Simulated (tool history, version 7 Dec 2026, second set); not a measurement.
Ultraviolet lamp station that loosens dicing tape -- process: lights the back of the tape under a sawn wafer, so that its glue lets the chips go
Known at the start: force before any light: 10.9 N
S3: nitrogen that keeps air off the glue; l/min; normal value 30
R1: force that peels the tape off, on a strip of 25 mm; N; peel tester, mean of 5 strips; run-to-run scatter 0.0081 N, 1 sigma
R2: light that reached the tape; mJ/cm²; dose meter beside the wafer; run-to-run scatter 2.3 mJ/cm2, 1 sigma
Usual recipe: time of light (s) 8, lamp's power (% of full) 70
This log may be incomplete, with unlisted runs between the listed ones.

{"run": 1, "hour": 0.0, "time of light (s)": 8, "lamp's power (% of full)": 70, "S3": 30, "R1": 0.335, "R2": 219}
{"run": 2, "hour": 26.6, "time of light (s)": 8, "lamp's power (% of full)": 70, "S3": 30, "R1": 0.32, "R2": 216}
{"run": 3, "hour": 60.3, "time of light (s)": 8, "lamp's power (% of full)": 70, "S3": 30, "R1": 0.312, "R2": 217}
{"run": 4, "hour": 90.9, "time of light (s)": 12, "lamp's power (% of full)": 70, "S3": 30, "R1": 0.149, "R2": 327}
{"run": 5, "hour": 115.3, "time of light (s)": 12, "lamp's power (% of full)": 70, "S3": 30, "R1": 0.156, "R2": 323}
{"run": 6, "hour": 132.8, "time of light (s)": 10, "lamp's power (% of full)": 70, "S3": 30, "R1": 0.196, "R2": 274}
{"run": 7, "hour": 154.9, "time of light (s)": 10, "lamp's power (% of full)": 70, "S3": 30, "R1": 0.201, "R2": 270}
{"run": 8, "hour": 176.8, "time of light (s)": 10, "lamp's power (% of full)": 70, "S3": 11, "R1": 0.358, "R2": 275}
{"run": 9, "hour": 191.6, "time of light (s)": 5, "lamp's power (% of full)": 70, "S3": 30, "R1": 0.945, "R2": 135}
{"run": 10, "hour": 221.1, "time of light (s)": 6, "lamp's power (% of full)": 70, "S3": 30, "R1": 0.647, "R2": 161}
{"run": 11, "hour": 256.7, "time of light (s)": 6, "lamp's power (% of full)": 70, "S3": 30, "R1": 0.651, "R2": 166}
{"run": 12, "hour": 285.9, "time of light (s)": 8, "lamp's power (% of full)": 70, "S3": 12, "R1": 0.591, "R2": 217}
{"run": 13, "hour": 318.5, "time of light (s)": 5, "lamp's power (% of full)": 70, "S3": 30, "R1": 0.959, "R2": 136}
{"run": 14, "hour": 348.1, "time of light (s)": 5, "lamp's power (% of full)": 70, "S3": 30, "R1": 0.987, "R2": 136}
{"run": 15, "hour": 382.4, "time of light (s)": 5, "lamp's power (% of full)": 70, "S3": 30, "R1": 0.954, "R2": 137}
{"run": 16, "hour": 408.8, "time of light (s)": 5, "lamp's power (% of full)": 70, "S3": 30, "R1": 1.022, "R2": 135}
{"run": 17, "hour": 436.6, "time of light (s)": 8, "lamp's power (% of full)": 73, "S3": 30, "R1": 0.294, "R2": 229}
{"run": 18, "hour": 465.0, "time of light (s)": 8, "lamp's power (% of full)": 73, "S3": 30, "R1": 0.281, "R2": 227}
{"run": 19, "hour": 492.5, "time of light (s)": 8, "lamp's power (% of full)": 73, "S3": 34, "R1": 0.268, "R2": 224}
{"run": 20, "hour": 526.9, "time of light (s)": 8, "lamp's power (% of full)": 73, "S3": 34, "R1": 0.27, "R2": 223}
{"run": 21, "hour": 557.8, "time of light (s)": 8, "lamp's power (% of full)": 73, "S3": 34, "R1": 0.272, "R2": 225}
{"run": 22, "hour": 583.2, "time of light (s)": 8, "lamp's power (% of full)": 70, "S3": 30, "R1": 0.333, "R2": 214}
{"run": 23, "hour": 616.3, "time of light (s)": 8, "lamp's power (% of full)": 70, "S3": 30, "R1": 0.317, "R2": 217}
{"run": 24, "hour": 637.6, "time of light (s)": 12, "lamp's power (% of full)": 70, "S3": 54, "R1": 0.148, "R2": 323}
{"run": 25, "hour": 661.9, "time of light (s)": 8, "lamp's power (% of full)": 70, "S3": 19, "R1": 0.419, "R2": 218}
{"run": 26, "hour": 686.1, "time of light (s)": 8, "lamp's power (% of full)": 76, "S3": 45, "R1": 0.228, "R2": 234}
{"run": 27, "hour": 705.8, "time of light (s)": 8, "lamp's power (% of full)": 86, "S3": 28, "R1": 0.214, "R2": 270}
{"run": 28, "hour": 735.1, "time of light (s)": 8, "lamp's power (% of full)": 86, "S3": 28, "R1": 0.22, "R2": 265}
{"run": 29, "hour": 753.8, "time of light (s)": 15, "lamp's power (% of full)": 70, "S3": 30, "R1": 0.128, "R2": 406}
{"run": 30, "hour": 779.0, "time of light (s)": 15, "lamp's power (% of full)": 70, "S3": 50, "R1": 0.12, "R2": 411}
{"run": 31, "hour": 812.2, "time of light (s)": 15, "lamp's power (% of full)": 70, "S3": 50, "R1": 0.155, "R2": 402}
{"run": 32, "hour": 832.8, "time of light (s)": 6, "lamp's power (% of full)": 70, "S3": 30, "R1": 0.646, "R2": 161}
{"run": 33, "hour": 868.2, "time of light (s)": 7, "lamp's power (% of full)": 87, "S3": 31, "R1": 0.252, "R2": 232}
{"run": 34, "hour": 895.1, "time of light (s)": 4, "lamp's power (% of full)": 70, "S3": 19, "R1": 1.951, "R2": 110}
{"run": 35, "hour": 917.4, "time of light (s)": 12, "lamp's power (% of full)": 70, "S3": 17, "R1": 0.186, "R2": 327}
{"run": 36, "hour": 945.0, "time of light (s)": 14, "lamp's power (% of full)": 68, "S3": 11, "R1": 0.184, "R2": 370}
{"run": 37, "hour": 974.5, "time of light (s)": 5, "lamp's power (% of full)": 68, "S3": 11, "R1": 1.724, "R2": 131}
{"run": 38, "hour": 994.4, "time of light (s)": 9, "lamp's power (% of full)": 61, "S3": 30, "R1": 0.335, "R2": 211}
{"run": 39, "hour": 1026.6, "time of light (s)": 11, "lamp's power (% of full)": 70, "S3": 27, "R1": 0.182, "R2": 299}
{"run": 40, "hour": 1052.5, "time of light (s)": 11, "lamp's power (% of full)": 70, "S3": 27, "R1": 0.171, "R2": 297}
{"run": 41, "hour": 1073.6, "time of light (s)": 11, "lamp's power (% of full)": 70, "S3": 27, "R1": 0.175, "R2": 301}
{"run": 42, "hour": 1097.9, "time of light (s)": 7, "lamp's power (% of full)": 93, "S3": 38, "R1": 0.194, "R2": 254}
{"run": 43, "hour": 1118.2, "time of light (s)": 10, "lamp's power (% of full)": 93, "S3": 38, "R1": 0.14, "R2": 358}

Not shown: 2 entries that the log had between the listed runs. Between which runs, and how does the tool's hidden state differ before and after?
Logged between run 3 and run 4: window cleaned of glue's vapour (hour 67.3)
  light that the window lets through, % of a clean one's: 99.9 -> 100
Logged between run 38 and run 39: window cleaned of glue's vapour (hour 997.6)
  light that the window lets through, % of a clean one's: 99.9 -> 100

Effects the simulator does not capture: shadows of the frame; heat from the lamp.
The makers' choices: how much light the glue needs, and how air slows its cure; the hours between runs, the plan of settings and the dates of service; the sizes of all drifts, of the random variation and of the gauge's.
